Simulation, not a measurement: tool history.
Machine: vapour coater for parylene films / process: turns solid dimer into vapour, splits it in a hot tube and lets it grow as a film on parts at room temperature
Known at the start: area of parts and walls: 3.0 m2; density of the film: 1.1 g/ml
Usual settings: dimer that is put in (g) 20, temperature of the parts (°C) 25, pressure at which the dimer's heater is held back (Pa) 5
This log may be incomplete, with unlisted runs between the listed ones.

run	hour	dimer that is put in (g)	temperature of the parts (°C)	pressure at which the dimer's heater is held back (Pa)	thickness of the film (um)
1	0	20	25	5	3.79
2	39.5	20	25	5	3.76
3	62.5	20	25	5	3.72
4	86.4	20	25	5	3.75
5	127	20	25	2.06	3.9
6	149.9	20	25	2.06	3.91
7	189.8	20	25	7.24	3.49
8	208	8	25	7.24	1.38
9	232.5	8	25	7.24	1.36
10	257	20	26	5	3.45
11	296.2	20	25	2.3	3.71
12	332.5	20	26	2.3	3.59
13	353.8	13	24	7.27	2.15
14	392	10	24	4.53	1.71
# hour 419.7: trap's valve overhauled
15	434.3	33	33	2.1	5.93
16	454.6	12	33	2.1	2.09
17	489.7	34	25	5.31	6.29
18	527.2	20	25	3.72	3.77
19	549.6	19	17	9.49	3.75
20	576.4	19	17	9.49	3.73
21	612.1	20	25	5	3.53
22	640.8	20	25	5	3.6

Predict each of these 4 candidate next runs independently; none follows another, all start after run 22:
A	660.3	23	25	4.78	?
B	660.3	12	24	2.31	?
C	660.3	20	21	8.39	?
D	660.3	35	33	3.37	?

run	thickness of the film (um)
A	4.04
B	2.35
C	3.58
D	5.61
Without the tool's hidden state the same runs would have given:
run	thickness of the film (um)
A	4.36
B	2.54
C	3.86
D	6.06

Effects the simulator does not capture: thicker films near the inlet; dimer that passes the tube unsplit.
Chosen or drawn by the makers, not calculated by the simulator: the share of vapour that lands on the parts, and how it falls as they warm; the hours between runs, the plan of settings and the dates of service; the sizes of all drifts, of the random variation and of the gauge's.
